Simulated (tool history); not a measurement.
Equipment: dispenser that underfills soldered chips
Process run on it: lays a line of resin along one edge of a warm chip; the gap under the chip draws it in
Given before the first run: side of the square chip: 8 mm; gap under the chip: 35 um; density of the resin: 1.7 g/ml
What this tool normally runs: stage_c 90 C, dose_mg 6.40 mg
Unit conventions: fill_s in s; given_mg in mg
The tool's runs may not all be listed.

run 1 hour=0.0 | stage_c=90 dose_mg=6.40 | fill_s=86.6 given_mg=6.36
-- hour=7.4 new syringe of resin
run 2 hour=13.8 | stage_c=90 dose_mg=7.24 | fill_s=104.4 given_mg=7.16
-- hour=16.8 new syringe of resin
-- hour=25.7 new syringe of resin
run 3 hour=28.5 | stage_c=90 dose_mg=6.40 | fill_s=91.5 given_mg=6.27
-- hour=34.8 new syringe of resin
run 4 hour=35.6 | stage_c=90 dose_mg=5.47 | fill_s=84.6 given_mg=5.34
-- hour=44.2 new syringe of resin
run 5 hour=50.0 | stage_c=84 dose_mg=6.40 | fill_s=123.4 given_mg=6.20
-- hour=52.8 new syringe of resin
run 6 hour=60.2 | stage_c=84 dose_mg=6.40 | fill_s=133.9 given_mg=6.21
-- hour=62.0 new syringe of resin
-- hour=71.1 new syringe of resin
run 7 hour=73.9 | stage_c=90 dose_mg=6.40 | fill_s=92.1 given_mg=6.15
-- hour=79.9 new syringe of resin
run 8 hour=83.0 | stage_c=90 dose_mg=6.40 | fill_s=95.2 given_mg=6.13
-- hour=89.4 new syringe of resin
run 9 hour=91.0 | stage_c=90 dose_mg=6.40 | fill_s=88.0 given_mg=6.11
-- hour=96.7 dispensing valve cleaned and set on the balance
-- hour=99.4 new syringe of resin
run 10 hour=106.6 | stage_c=95 dose_mg=7.02 | fill_s=96.0 given_mg=6.98
-- hour=108.3 new syringe of resin
-- hour=117.4 new syringe of resin
run 11 hour=118.1 | stage_c=87 dose_mg=6.17 | fill_s=93.5 given_mg=6.13
-- hour=126.8 new syringe of resin
run 12 hour=131.0 | stage_c=78 dose_mg=5.75 | fill_s=143.6 given_mg=5.65
-- hour=136.6 new syringe of resin
run 13 hour=140.4 | stage_c=89 dose_mg=7.02 | fill_s=99.5 given_mg=6.89
-- hour=145.8 new syringe of resin
run 14 hour=153.7 | stage_c=89 dose_mg=7.02 | fill_s=119.8 given_mg=6.83
-- hour=154.9 new syringe of resin
-- hour=164.2 new syringe of resin
run 15 hour=167.6 | stage_c=84 dose_mg=6.15 | fill_s=111.0 given_mg=5.95
-- hour=172.9 new syringe of resin
-- hour=181.8 new syringe of resin
run 16 hour=181.9 | stage_c=86 dose_mg=7.56 | fill_s=91.6 given_mg=7.29
-- hour=191.2 new syringe of resin
run 17 hour=192.6 | stage_c=87 dose_mg=6.08 | fill_s=95.7 given_mg=5.85
-- hour=200.8 new syringe of resin
run 18 hour=207.9 | stage_c=77 dose_mg=5.94 | fill_s=165.5 given_mg=5.63

Some steps in fill_s, run to run, broken into two amounts with sign: the step expected even without the hidden condition (settings, incoming material, random variation), and the rest, left for the hidden condition together with whatever gauge scatter is not in both the measured and the hidden-condition-free result:
Unlogged tool condition in this case: resin's viscosity, % of fresh resin's; dose that the valve gives, % of what is set; true chip temperature over the reading, C; drift of the gauge itself on fill_s, %; drift of the gauge itself on given_mg, %.
Run 17 -> 18: stage_c 87 -> 77, dose_mg 6.08 -> 5.94, new syringe of resin. fill_s +69.8 s: hidden state +38.9, all else +30.9.
